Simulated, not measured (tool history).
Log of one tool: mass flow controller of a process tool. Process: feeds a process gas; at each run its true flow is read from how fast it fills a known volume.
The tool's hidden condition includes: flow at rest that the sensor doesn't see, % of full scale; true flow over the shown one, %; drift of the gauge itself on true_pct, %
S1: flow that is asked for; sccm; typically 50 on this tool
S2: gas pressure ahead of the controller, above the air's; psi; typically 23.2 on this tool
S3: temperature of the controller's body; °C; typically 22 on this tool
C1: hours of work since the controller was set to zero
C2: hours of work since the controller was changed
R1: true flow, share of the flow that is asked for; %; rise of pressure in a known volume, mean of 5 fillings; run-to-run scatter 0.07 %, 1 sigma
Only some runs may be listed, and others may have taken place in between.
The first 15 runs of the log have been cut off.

run,day,S1,S2,S3,C1,C2,R1
16,73.208,50,23.2,22,2506,2506,97.39
17,79.254,50,23.2,22,2576,2576,97.26
18,85.546,50,22.3,22,2649,2649,97.32
19,89.858,50,22.3,22,2699,2699,97.04
20,93.208,50,22.3,22,2738,2738,97.13
# day 93.746: gauge calibrated
21,100,50,22.3,22,2817,2817,98.26
22,105.058,50,23.2,26,2875,2875,98.55
23,108.917,50,34.1,22,2920,2920,98.49
24,111.912,50,34.1,22,2955,2955,98.4
25,117.588,50,23.4,27,3021,3021,98.49
26,123.008,50,26.5,21,3084,3084,97.92
27,129.488,57,30.2,37,3159,3159,99.58
28,136.042,45,25.2,37,3235,3235,99.08
29,139.05,45,25.2,37,3270,3270,99.05
30,143.929,45,25.2,37,3326,3326,99.08
31,149.862,64,36.1,40,3395,3395,99.98
32,155.762,14,28.9,28,3464,3464,97.24
33,161.788,11,35.1,40,3533,3533,98.23
34,168.4,40,38.3,27,3610,3610,97.92

Predict the results of run 35:
35,174.475,42,20.9,32,3681,3681,?

{"run 35": {"R1": 97.92}}
The same run, on a tool lacking any hidden state, would have yielded R1 99.01 %.

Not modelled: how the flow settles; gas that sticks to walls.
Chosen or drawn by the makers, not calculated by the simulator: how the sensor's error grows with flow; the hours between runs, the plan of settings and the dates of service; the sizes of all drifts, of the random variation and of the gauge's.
